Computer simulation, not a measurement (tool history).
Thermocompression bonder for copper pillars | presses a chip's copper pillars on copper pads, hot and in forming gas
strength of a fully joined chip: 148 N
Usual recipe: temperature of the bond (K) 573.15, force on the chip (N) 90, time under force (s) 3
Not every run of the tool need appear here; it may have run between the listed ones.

run     day  temperature of the bond (K)  force on the chip (N)  time under force (s)  force that shears a chip off (N)
  1   0.000                       573.15                     90                     3                             114.7
  2   0.942                       573.15                     90                     2                             104.0
  3   2.212                       573.15                     90                     2                             103.8
  4   3.396                       573.15                     90                     2                             104.5
  5   4.650                       573.15                     90                     5                             124.6
  6   5.783                       573.15                     90                     3                             114.0
  7   6.783                       573.15                     90                     3                             113.9
  8   8.033                       573.15                     90                     3                             113.9
  9   9.117                       573.15                     90                     3                             113.6
 10   9.725                       573.15                     90                     3                             114.1
 11  10.850                       573.15                     90                     3                             112.8
 12  12.021                       573.15                     57                     3                              82.8
 13  12.850                       573.15                    134                     3                             130.4
 14  13.908                       573.15                    134                     3                             130.4
 15  15.112                       573.15                    134                     3                             129.9
 16  15.742                       573.15                    134                     3                             128.1
 17  16.350                       573.15                     90                     3                             111.3
 18  17.067                       573.15                     90                     3                             109.7
 19  18.058                       554.15                     90                     9                             119.1
 20  18.712                       554.15                     90                     9                             119.3
 21  19.242                       571.15                     64                     4                              94.9
 22  20.425                       595.15                     89                     4                             128.1
 23  21.712                       573.15                     69                     5                             112.2
 24  22.388                       587.15                     69                     5                             124.9
 25  23.342                       576.15                    105                     2                             120.1
 26  24.500                       591.15                    121                     4                             143.1
 27  25.283                       587.15                     54                     8                             117.7
 28  25.892                       585.15                     90                     3                             125.1
 29  26.429                       544.15                    127                     3                             112.0
 30  27.308                       593.15                    121                     2                             133.0
 31  27.912                       593.15                     62                     2                              95.2
 32  28.875                       593.15                     62                     2                              96.7
 33  30.079                       593.15                     62                     2                              95.9
 34  31.288                       567.15                     60                     4                              89.6
 35  31.971                       567.15                     60                     4                              88.6
 36  32.692                       567.15                     60                     4                              89.5

Missing from the log above: 2 entries noted between runs. For each, name the pair of listed runs it sits between and say how the tool's hidden condition differs from the listed run just before to the listed run just after:
Runs 22 to 23: forming gas filter changed (day 20.696)
  true temperature of the bond over the reading, C: 6.7 -> 6.8; force that reaches the chip, % of what is set: 104.7 -> 104.8; oxide that the forming gas leaves, % of the face: 7.39 -> 0.83
  what was measured, less what the result would be without the hidden state, force that shears a chip off (N): -4.3 -> +8.6
Runs 26 to 27: force cell calibrated (day 24.825)
  true temperature of the bond over the reading, C: 7 -> 7.1; force that reaches the chip, % of what is set: 105 -> 100.8; oxide that the forming gas leaves, % of the face: 1.62 -> 1.81
  what was measured, less what the result would be without the hidden state, force that shears a chip off (N): +1.3 -> +4.5
